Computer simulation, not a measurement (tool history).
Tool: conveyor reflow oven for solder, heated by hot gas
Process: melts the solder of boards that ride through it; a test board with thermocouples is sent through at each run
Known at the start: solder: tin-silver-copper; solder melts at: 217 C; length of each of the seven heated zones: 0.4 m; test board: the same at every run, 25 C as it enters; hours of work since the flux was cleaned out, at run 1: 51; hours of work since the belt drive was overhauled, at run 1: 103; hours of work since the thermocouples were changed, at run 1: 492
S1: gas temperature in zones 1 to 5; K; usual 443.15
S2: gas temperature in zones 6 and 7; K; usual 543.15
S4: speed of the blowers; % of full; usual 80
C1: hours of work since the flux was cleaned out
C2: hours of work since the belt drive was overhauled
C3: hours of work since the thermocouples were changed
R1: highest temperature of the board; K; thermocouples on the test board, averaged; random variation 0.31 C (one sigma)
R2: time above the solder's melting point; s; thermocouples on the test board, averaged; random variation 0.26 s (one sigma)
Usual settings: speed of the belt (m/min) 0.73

{"run": 1, "day": 0.0, "S1": 443.15, "S2": 543.15, "speed of the belt (m/min)": 0.73, "S4": 80, "C1": 51, "C2": 103, "C3": 492, "R1": 526.65, "R2": 49.6}
{"run": 2, "day": 0.412, "S1": 443.15, "S2": 543.15, "speed of the belt (m/min)": 0.683, "S4": 80, "C1": 56, "C2": 108, "C3": 498, "R1": 529.95, "R2": 54.5}
{"run": 3, "day": 0.808, "S1": 443.15, "S2": 543.15, "speed of the belt (m/min)": 0.73, "S4": 80, "C1": 61, "C2": 113, "C3": 503, "R1": 527.35, "R2": 49.3}
{"run": 4, "day": 1.154, "S1": 443.15, "S2": 543.15, "speed of the belt (m/min)": 0.73, "S4": 80, "C1": 66, "C2": 117, "C3": 507, "R1": 527.35, "R2": 49.6}
{"run": 5, "day": 1.471, "S1": 443.15, "S2": 543.15, "speed of the belt (m/min)": 0.73, "S4": 80, "C1": 70, "C2": 121, "C3": 511, "R1": 527.25, "R2": 49.5}
{"run": 6, "day": 1.912, "S1": 443.15, "S2": 543.15, "speed of the belt (m/min)": 0.73, "S4": 80, "C1": 76, "C2": 127, "C3": 517, "R1": 527.35, "R2": 49.6}
{"run": 7, "day": 2.292, "S1": 430.15, "S2": 543.15, "speed of the belt (m/min)": 0.73, "S4": 80, "C1": 80, "C2": 132, "C3": 522, "R1": 524.95, "R2": 44.6}
{"run": 8, "day": 2.696, "S1": 430.15, "S2": 543.15, "speed of the belt (m/min)": 0.73, "S4": 80, "C1": 86, "C2": 137, "C3": 527, "R1": 524.75, "R2": 44.6}
{"run": 9, "day": 3.154, "S1": 430.15, "S2": 543.15, "speed of the belt (m/min)": 0.73, "S4": 80, "C1": 92, "C2": 143, "C3": 533, "R1": 525.05, "R2": 45}
{"run": 10, "day": 3.421, "S1": 430.15, "S2": 543.15, "speed of the belt (m/min)": 0.73, "S4": 80, "C1": 95, "C2": 147, "C3": 536, "R1": 525.35, "R2": 44.3}
{"run": 11, "day": 3.646, "S1": 443.15, "S2": 543.15, "speed of the belt (m/min)": 0.705, "S4": 80, "C1": 98, "C2": 149, "C3": 539, "R1": 528.45, "R2": 51.9}
{"run": 12, "day": 4.004, "S1": 443.15, "S2": 543.15, "speed of the belt (m/min)": 0.705, "S4": 80, "C1": 103, "C2": 154, "C3": 544, "R1": 528.15, "R2": 52.3}
{"run": 13, "day": 4.262, "S1": 443.15, "S2": 543.15, "speed of the belt (m/min)": 0.705, "S4": 80, "C1": 106, "C2": 157, "C3": 547, "R1": 528.25, "R2": 52.1}
{"run": 14, "day": 4.612, "S1": 443.15, "S2": 543.15, "speed of the belt (m/min)": 0.705, "S4": 80, "C1": 110, "C2": 162, "C3": 552, "R1": 528.15, "R2": 52.2}
{"run": 15, "day": 4.875, "S1": 443.15, "S2": 535.15, "speed of the belt (m/min)": 0.73, "S4": 80, "C1": 114, "C2": 165, "C3": 555, "R1": 520.15, "R2": 44.8}
{"run": 16, "day": 5.358, "S1": 443.15, "S2": 535.15, "speed of the belt (m/min)": 0.73, "S4": 80, "C1": 120, "C2": 172, "C3": 561, "R1": 520.45, "R2": 44.5}
{"run": 17, "day": 5.788, "S1": 443.15, "S2": 543.15, "speed of the belt (m/min)": 0.753, "S4": 80, "C1": 125, "C2": 177, "C3": 567, "R1": 526.25, "R2": 47}

Run 18 comes next. What will it give?
{"run": 18, "day": 6.008, "S1": 436.15, "S2": 542.15, "speed of the belt (m/min)": 0.651, "S4": 76, "C1": 128, "C2": 180, "C3": 570, "R1": "?", "R2": "?"}

{"run 18": {"R1": 528.25, "R2": 54.8}}
Without the tool's hidden state the same run would have given R1 528.45 K, R2 54.8 s.
